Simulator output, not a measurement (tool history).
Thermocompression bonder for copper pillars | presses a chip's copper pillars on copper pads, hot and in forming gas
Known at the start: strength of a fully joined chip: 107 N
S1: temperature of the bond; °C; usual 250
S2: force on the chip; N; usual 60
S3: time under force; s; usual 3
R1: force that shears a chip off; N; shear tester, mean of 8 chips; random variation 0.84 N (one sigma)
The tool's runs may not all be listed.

run 1 hour=0 | S1=250 S2=60 S3=3 | R1=69
run 2 hour=74.7 | S1=250 S2=60 S3=3 | R1=69.7
run 3 hour=164.1 | S1=250 S2=60 S3=3 | R1=68.9
run 4 hour=214.8 | S1=250 S2=60 S3=3 | R1=68.8
run 5 hour=302.7 | S1=250 S2=60 S3=3 | R1=67.7
run 6 hour=366.9 | S1=250 S2=60 S3=2 | R1=59.1
run 7 hour=465.7 | S1=250 S2=71 S3=2 | R1=67.1
run 8 hour=566.4 | S1=250 S2=71 S3=2 | R1=65.9
run 9 hour=612.9 | S1=250 S2=71 S3=2 | R1=64.1
run 10 hour=697.1 | S1=250 S2=71 S3=2 | R1=65.6
run 11 hour=784.2 | S1=250 S2=71 S3=2 | R1=64.5
run 12 hour=851 | S1=250 S2=60 S3=6 | R1=75
-- hour=863.1 forming gas filter changed
run 13 hour=909.7 | S1=262 S2=60 S3=3 | R1=75.4
run 14 hour=984.6 | S1=227 S2=45 S3=4 | R1=45.8
run 15 hour=1052.8 | S1=278 S2=58 S3=2 | R1=71.8
run 16 hour=1135.8 | S1=279 S2=73 S3=2 | R1=84.1
run 17 hour=1198.7 | S1=257 S2=47 S3=2 | R1=48.6
run 18 hour=1291.5 | S1=233 S2=47 S3=2 | R1=36.9
run 19 hour=1368.2 | S1=233 S2=47 S3=2 | R1=37.3
run 20 hour=1425.9 | S1=250 S2=38 S3=3 | R1=41.4
run 21 hour=1496 | S1=258 S2=75 S3=2 | R1=73.1
run 22 hour=1553.8 | S1=263 S2=44 S3=2 | R1=46.3
run 23 hour=1595.8 | S1=266 S2=59 S3=7 | R1=84.5
-- hour=1655.2 force cell calibrated
run 24 hour=1693.9 | S1=266 S2=59 S3=7 | R1=79.9
-- hour=1728 forming gas filter changed
run 25 hour=1775.7 | S1=266 S2=59 S3=7 | R1=87.6
run 26 hour=1875.8 | S1=250 S2=60 S3=4 | R1=68.8

3 ways to go on from here, each from the tool as it stands after run 26. What would each give?
run A hour=1950.7 | S1=277 S2=68 S3=3 | R1=?
run B hour=1950.7 | S1=272 S2=60 S3=3 | R1=?
run C hour=1950.7 | S1=260 S2=60 S3=3 | R1=?

run=A R1=84.3
run=B R1=75.2
run=C R1=68.1
Without the tool's hidden state the same runs would have given:
run=A R1=89.5
run=B R1=80.6
run=C R1=73.6

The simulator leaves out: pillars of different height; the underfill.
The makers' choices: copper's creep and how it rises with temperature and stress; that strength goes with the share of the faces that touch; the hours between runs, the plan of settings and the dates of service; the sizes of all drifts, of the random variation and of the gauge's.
